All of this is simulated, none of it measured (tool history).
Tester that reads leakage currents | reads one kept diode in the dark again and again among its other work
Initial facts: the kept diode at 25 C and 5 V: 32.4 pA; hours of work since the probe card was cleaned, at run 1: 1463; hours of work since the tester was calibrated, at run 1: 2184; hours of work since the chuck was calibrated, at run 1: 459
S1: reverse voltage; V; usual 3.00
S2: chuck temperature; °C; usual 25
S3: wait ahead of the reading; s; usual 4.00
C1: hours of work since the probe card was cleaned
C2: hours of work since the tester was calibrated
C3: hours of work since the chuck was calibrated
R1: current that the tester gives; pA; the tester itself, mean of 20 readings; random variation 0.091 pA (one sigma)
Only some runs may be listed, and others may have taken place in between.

run   hour    S1  S2    S3    C1    C2   C3      R1
  1    0.0  3.00  25  4.00  1463  2184  459   25.63
  2   62.6  3.00  25  4.00  1511  2232  506   25.39
  3  136.2  3.00  25  4.00  1567  2288  562   25.54
  4  185.5  3.00  25  4.00  1604  2325  600   25.51
  5  227.5  4.15  25  4.00  1636  2357  632   29.66
  6  263.3  4.15  25  4.00  1663  2384  659   29.87
  7  339.6  4.15  29  4.00  1721  2442  717   40.98
  8  374.7  3.00  25  9.78  1748  2469  743   25.51
  9  435.0  3.00  48  0.75  1794  2515  789  145.14
 10  475.9  3.00  48  0.75  1825  2546  820  144.12
 11  525.0  2.03  48  0.45  1862  2583  858  119.79
 12  574.7  3.00  25  7.33  1900  2621  896   25.35
 13  652.5  3.00  29  2.13  1959  2680  955   35.19

Expected results for the next run?
 14  699.3  11.94  29  0.38  1995  2716  990   ?

Run 14 measured R1 70.98 pA.
With the hidden condition absent and the run-to-run variation left alone, this run would have shown R1 70.92 pA.

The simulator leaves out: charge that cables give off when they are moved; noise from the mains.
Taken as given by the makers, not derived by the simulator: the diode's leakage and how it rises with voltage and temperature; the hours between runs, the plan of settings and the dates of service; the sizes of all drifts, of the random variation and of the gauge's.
